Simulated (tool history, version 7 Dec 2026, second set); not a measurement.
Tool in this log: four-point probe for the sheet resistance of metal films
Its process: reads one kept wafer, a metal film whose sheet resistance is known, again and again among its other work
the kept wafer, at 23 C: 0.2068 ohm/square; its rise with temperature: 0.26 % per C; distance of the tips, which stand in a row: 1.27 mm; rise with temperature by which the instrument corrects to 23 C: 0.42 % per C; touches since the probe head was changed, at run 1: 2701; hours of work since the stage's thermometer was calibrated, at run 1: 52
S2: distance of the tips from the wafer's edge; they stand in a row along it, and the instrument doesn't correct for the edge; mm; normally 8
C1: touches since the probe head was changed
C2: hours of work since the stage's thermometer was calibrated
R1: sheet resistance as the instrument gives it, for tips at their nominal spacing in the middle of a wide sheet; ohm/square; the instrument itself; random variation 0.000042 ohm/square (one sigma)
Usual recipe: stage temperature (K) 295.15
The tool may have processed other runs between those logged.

{"run": 1, "day": 0.0, "stage temperature (K)": 295.15, "S2": 8, "C1": 2701, "C2": 52, "R1": 0.209141}
{"run": 2, "day": 0.767, "stage temperature (K)": 295.15, "S2": 31, "C1": 3502, "C2": 61, "R1": 0.206682}
{"run": 3, "day": 1.625, "stage temperature (K)": 295.15, "S2": 31, "C1": 4402, "C2": 71, "R1": 0.206557}
{"run": 4, "day": 2.362, "stage temperature (K)": 295.15, "S2": 31, "C1": 5172, "C2": 80, "R1": 0.206564}
{"run": 5, "day": 3.192, "stage temperature (K)": 295.15, "S2": 8, "C1": 6042, "C2": 89, "R1": 0.209158}
{"run": 6, "day": 3.667, "stage temperature (K)": 295.15, "S2": 8, "C1": 6537, "C2": 95, "R1": 0.209117}
{"run": 7, "day": 4.067, "stage temperature (K)": 295.15, "S2": 8, "C1": 6954, "C2": 99, "R1": 0.209115}
{"run": 8, "day": 4.617, "stage temperature (K)": 295.15, "S2": 8, "C1": 7530, "C2": 106, "R1": 0.209109}
{"run": 9, "day": 5.021, "stage temperature (K)": 305.15, "S2": 8, "C1": 7954, "C2": 110, "R1": 0.205856}
{"day": 5.079, "done": "stage's thermometer calibrated"}
{"run": 10, "day": 5.733, "stage temperature (K)": 295.15, "S2": 7, "C1": 8677, "C2": 8, "R1": 0.209937}
{"run": 11, "day": 6.296, "stage temperature (K)": 298.15, "S2": 65, "C1": 9266, "C2": 14, "R1": 0.205418}
{"run": 12, "day": 6.996, "stage temperature (K)": 305.15, "S2": 19, "C1": 9999, "C2": 22, "R1": 0.203627}
{"day": 7.354, "done": "stage's thermometer calibrated, once more"}
{"run": 13, "day": 7.821, "stage temperature (K)": 296.15, "S2": 8, "C1": 10840, "C2": 5, "R1": 0.208664}
{"run": 14, "day": 8.192, "stage temperature (K)": 296.15, "S2": 64, "C1": 11229, "C2": 10, "R1": 0.205862}
{"run": 15, "day": 8.954, "stage temperature (K)": 295.15, "S2": 68, "C1": 12027, "C2": 19, "R1": 0.206242}
{"run": 16, "day": 9.538, "stage temperature (K)": 306.15, "S2": 4, "C1": 12636, "C2": 25, "R1": 0.213071}
{"run": 17, "day": 9.967, "stage temperature (K)": 306.15, "S2": 4, "C1": 13087, "C2": 30, "R1": 0.213065}
{"run": 18, "day": 10.529, "stage temperature (K)": 294.15, "S2": 5, "C1": 13673, "C2": 37, "R1": 0.213364}
{"run": 19, "day": 10.921, "stage temperature (K)": 294.15, "S2": 5, "C1": 14084, "C2": 41, "R1": 0.213435}

Some steps in R1, run to run, broken into two amounts with sign: the step expected even without the hidden condition (settings, incoming material, random variation), and the rest, left for the hidden condition together with whatever gauge scatter is not in both the measured and the hidden-condition-free result:
What the log doesn't record here: inner tips' distance over the nominal, %; tips' flats over new ones', %; wafer's true temperature over the reading, C; drift of the gauge itself on sheet_ohm, %.
Run 12 -> 13: stage temperature (K) 305.15 -> 296.15, S2 19 -> 8, stage's thermometer calibrated, once more. R1 +0.005037 ohm/square: hidden state -0.000142, all else +0.005179.
Run 15 -> 16: stage temperature (K) 295.15 -> 306.15, S2 68 -> 4. R1 +0.006829 ohm/square: hidden state -0.000033, all else +0.006862.

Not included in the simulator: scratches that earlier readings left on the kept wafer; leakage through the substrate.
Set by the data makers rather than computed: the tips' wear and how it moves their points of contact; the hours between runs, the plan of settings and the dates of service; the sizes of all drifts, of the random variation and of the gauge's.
